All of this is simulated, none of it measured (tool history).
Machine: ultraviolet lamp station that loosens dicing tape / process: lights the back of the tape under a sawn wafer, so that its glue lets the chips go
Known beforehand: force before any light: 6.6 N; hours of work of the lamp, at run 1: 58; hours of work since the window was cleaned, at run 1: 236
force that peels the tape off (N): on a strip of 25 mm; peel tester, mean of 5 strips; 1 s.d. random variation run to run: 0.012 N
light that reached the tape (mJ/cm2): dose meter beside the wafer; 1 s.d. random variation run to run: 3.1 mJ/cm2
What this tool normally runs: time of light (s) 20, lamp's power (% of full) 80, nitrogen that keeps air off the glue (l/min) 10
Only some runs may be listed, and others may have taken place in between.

run	hour	time of light (s)	lamp's power (% of full)	nitrogen that keeps air off the glue (l/min)	hours of work of the lamp	hours of work since the window was cleaned	force that peels the tape off (N)	light that reached the tape (mJ/cm2)
1	0	20	80	10	58	236	0.694	412
2	7.3	20	80	8	62	239	0.787	412
3	18.5	20	80	8	67	244	0.763	415
4	26.4	20	80	8	71	248	0.824	404
5	36.8	20	80	10	76	253	0.693	410
6	45.6	20	80	10	80	257	0.718	404
7	51.4	13	77	17	82	260	1.133	255
8	59.2	10	72	5	86	263	2.874	182
9	70.5	10	72	5	91	269	2.922	183
10	76.6	20	66	10	94	272	0.984	333
11	84.9	35	79	10	98	275	0.284	686

Subtracting, for every run, the result it would have given without the tool's unlogged condition from the measured result gives the following. The same run-to-run variation enters both numbers; the gauge's scatter may not:
Hidden state at play: lamp's light, % of a new lamp's; light that the window lets through, % of a clean one's; drift of the gauge itself on peel_n, %; drift of the gauge itself on dose_mj_cm2, %.
run	force that peels the tape off (N)	light that reached the tape (mJ/cm2)
1	+0.127	-50
2	+0.147	-51
3	+0.146	-53
4	+0.161	-55
5	+0.141	-55
6	+0.147	-57
7	+0.221	-37
8	+0.319	-27
9	+0.332	-27
10	+0.211	-51
11	+0.035	-106
